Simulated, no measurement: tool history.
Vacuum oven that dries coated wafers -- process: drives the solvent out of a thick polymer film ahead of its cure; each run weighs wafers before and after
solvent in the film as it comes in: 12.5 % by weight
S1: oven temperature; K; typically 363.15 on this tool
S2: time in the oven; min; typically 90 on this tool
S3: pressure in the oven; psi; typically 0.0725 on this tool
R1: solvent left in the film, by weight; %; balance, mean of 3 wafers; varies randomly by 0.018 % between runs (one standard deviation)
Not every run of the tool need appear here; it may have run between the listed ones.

Run 1, day 0: usual settings. Result: R1 1.2 %.
Run 2, day 1.175: usual settings but S1 360.15 K. Result: R1 1.6 %.
Run 3, day 2.729: usual settings but S1 360.15 K. Result: R1 1.61 %.
Run 4, day 4.038: usual settings but S1 360.15 K. Result: R1 1.57 %.
Run 5, day 5.05: usual settings but S2 74 min. Result: R1 1.65 %.
Run 6, day 6.425: usual settings but S1 352.15 K. Result: R1 3.14 %.
Run 7, day 7.971: usual settings but S2 77 min. Result: R1 1.53 %.
Run 8, day 9.038: usual settings but S2 77 min. Result: R1 1.53 %.
Run 9, day 10.45: usual settings but S1 353.15 K, S2 77 min. Result: R1 3.39 %.
Run 10, day 11.8: usual settings but S1 353.15 K, S2 77 min. Result: R1 3.4 %.
Run 11, day 13.383: usual settings but S1 353.15 K, S2 77 min. Result: R1 3.38 %.
Run 12, day 14.362: usual settings but S2 62 min. Result: R1 2.12 %.
Run 13, day 15.829: usual settings but S2 62 min. Result: R1 2.08 %.
Run 14, day 17.1: usual settings but S2 62 min. Result: R1 2.08 %.
Run 15, day 18.183: usual settings but S3 0.0583 psi. Result: R1 1.14 %.
Run 16, day 19.354: usual settings but S1 355.15 K. Result: R1 2.5 %.
Run 17, day 20.879: usual settings but S1 355.15 K. Result: R1 2.49 %.
Run 18, day 22.046: usual settings but S1 355.15 K. Result: R1 2.49 %.
Run 19, day 22.912: usual settings but S1 368.15 K, S2 54 min, S3 0.1311 psi. Result: R1 1.81 %.
Run 20, day 24.025: usual settings but S1 361.15 K, S2 128 min, S3 0.1069 psi. Result: R1 1.08 %.
Run 21, day 25.317: usual settings but S1 371.15 K, S2 117 min, S3 0.095 psi. Result: R1 0.5 %.
Run 22, day 26.2: usual settings but S1 350.15 K, S2 85 min, S3 0.0598 psi. Result: R1 3.72 %.
Run 23, day 27.688: usual settings but S1 350.15 K, S2 85 min, S3 0.0598 psi. Result: R1 3.71 %.
Run 24, day 28.638: usual settings but S1 367.15 K, S2 85 min, S3 0.2302 psi. Result: R1 1.43 %.
Run 25, day 30.05: usual settings but S3 0.0544 psi. Result: R1 1.2 %.
Run 26, day 30.846: usual settings but S1 366.15 K, S2 105 min, S3 0.0931 psi. Result: R1 0.84 %.
Run 27, day 31.983: usual settings but S1 352.15 K, S2 107 min, S3 0.0927 psi. Result: R1 2.71 %.
Run 28, day 33.146: usual settings but S1 352.15 K, S2 107 min, S3 0.0927 psi. Result: R1 2.68 %.
Run 29, day 34.292: usual settings but S1 352.15 K, S2 107 min, S3 0.0927 psi. Result: R1 2.73 %.
Run 30, day 35.108: usual settings but S1 352.15 K, S2 107 min, S3 0.0927 psi. Result: R1 2.73 %.
Run 31, day 36.046: usual settings but S1 354.15 K, S2 61 min, S3 0.1318 psi. Result: R1 4.26 %.
Run 32, day 37.321: usual settings but S2 156 min. Result: R1 0.64 %.
Run 33, day 38.15: usual settings but S1 348.15 K, S2 156 min, S3 0.1205 psi. Result: R1 2.69 %.
Run 34, day 39.425: usual settings but S1 368.15 K, S2 49 min, S3 0.2147 psi. Result: R1 2.34 %.

5 options for the next run, each taken on its own from the tool as it stands now. Forecast them:
Run A, day 40.825: usual settings but S3 0.1018 psi. Result: R1 ?.
Run B, day 40.825: usual settings but S1 368.15 K, S2 49 min, S3 0.0701 psi. Result: R1 ?.
Run C, day 40.825: usual settings but S2 95 min. Result: R1 ?.
Run D, day 40.825: usual settings but S2 46 min. Result: R1 ?.
Run E, day 40.825: usual settings but S1 369.15 K, S2 145 min. Result: R1 ?.

run    R1
  A  1.35
  B  1.88
  C  1.14
  D  3.04
  E  0.48
Stripped of hidden state, with their random variation kept, the same runs would have yielded:
run    R1
  A  1.16
  B  1.78
  C  0.93
  D  2.96
  E  0.26
